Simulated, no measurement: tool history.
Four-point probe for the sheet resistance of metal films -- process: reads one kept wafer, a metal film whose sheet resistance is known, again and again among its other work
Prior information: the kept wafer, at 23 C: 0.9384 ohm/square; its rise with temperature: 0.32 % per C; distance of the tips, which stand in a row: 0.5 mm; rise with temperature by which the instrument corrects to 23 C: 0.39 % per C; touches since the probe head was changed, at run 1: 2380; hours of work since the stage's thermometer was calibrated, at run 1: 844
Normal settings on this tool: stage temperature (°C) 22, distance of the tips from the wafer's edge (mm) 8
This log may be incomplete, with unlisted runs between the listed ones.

run,hour,stage temperature (°C),distance of the tips from the wafer's edge (mm),touches since the probe head was changed,hours of work since the stage's thermometer was calibrated,sheet resistance as the instrument gives it (ohm/square)
1,0.0,22,8,2380,844,0.940927
2,18.4,22,7,2633,857,0.941600
3,30.4,22,8,2798,865,0.940736
4,40.9,22,8,2942,872,0.940780
5,55.4,22,8,3141,882,0.940503
6,71.4,22,8,3360,893,0.940666
7,82.3,22,8,3511,901,0.941163
8,93.1,22,8,3659,908,0.940967
9,101.4,22,8,3773,914,0.941123
10,110.1,22,8,3893,920,0.941504

Run 11 comes next. What will it give?
11,124.2,23,3,4086,929,?

sheet resistance as the instrument gives it (ohm/square): 0.952278
If the tool had no hidden condition, the same run with the same run-to-run variation would have returned sheet resistance as the instrument gives it (ohm/square) 0.952317.
